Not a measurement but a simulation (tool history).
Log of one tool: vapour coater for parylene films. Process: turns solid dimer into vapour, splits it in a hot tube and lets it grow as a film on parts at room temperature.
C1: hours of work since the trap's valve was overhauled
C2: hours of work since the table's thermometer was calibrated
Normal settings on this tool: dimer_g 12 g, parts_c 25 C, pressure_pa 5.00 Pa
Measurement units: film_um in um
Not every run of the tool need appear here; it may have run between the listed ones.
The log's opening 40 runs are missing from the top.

run 41 hour=514.2 | dimer_g=14 parts_c=22 pressure_pa=7.49 | C1=48 C2=70 | film_um=3.41
run 42 hour=522.1 | dimer_g=14 parts_c=22 pressure_pa=7.49 | C1=52 C2=75 | film_um=3.39
run 43 hour=538.4 | dimer_g=14 parts_c=22 pressure_pa=7.49 | C1=62 C2=84 | film_um=3.42
run 44 hour=555.3 | dimer_g=14 parts_c=22 pressure_pa=7.49 | C1=72 C2=94 | film_um=3.38
run 45 hour=564.8 | dimer_g=7 parts_c=27 pressure_pa=2.80 | C1=77 C2=99 | film_um=1.69
run 46 hour=582.0 | dimer_g=12 parts_c=27 pressure_pa=7.99 | C1=87 C2=109 | film_um=2.37
run 47 hour=592.0 | dimer_g=12 parts_c=22 pressure_pa=5.00 | C1=93 C2=115 | film_um=3.12
run 48 hour=599.9 | dimer_g=14 parts_c=29 pressure_pa=3.31 | C1=97 C2=119 | film_um=2.96

What if the next run were any one of these 3? Each begins from the tool's condition after run 48:
run A hour=613.7 | dimer_g=9 parts_c=27 pressure_pa=5.00 | C1=105 C2=127 | film_um=?
run B hour=613.7 | dimer_g=12 parts_c=21 pressure_pa=5.00 | C1=105 C2=127 | film_um=?
run C hour=613.7 | dimer_g=12 parts_c=24 pressure_pa=3.70 | C1=105 C2=127 | film_um=?

run=A film_um=1.91
run=B film_um=3.16
run=C film_um=3.04
With no hidden state in the tool, these same runs would have given:
run=A film_um=2.03
run=B film_um=3.36
run=C film_um=3.23

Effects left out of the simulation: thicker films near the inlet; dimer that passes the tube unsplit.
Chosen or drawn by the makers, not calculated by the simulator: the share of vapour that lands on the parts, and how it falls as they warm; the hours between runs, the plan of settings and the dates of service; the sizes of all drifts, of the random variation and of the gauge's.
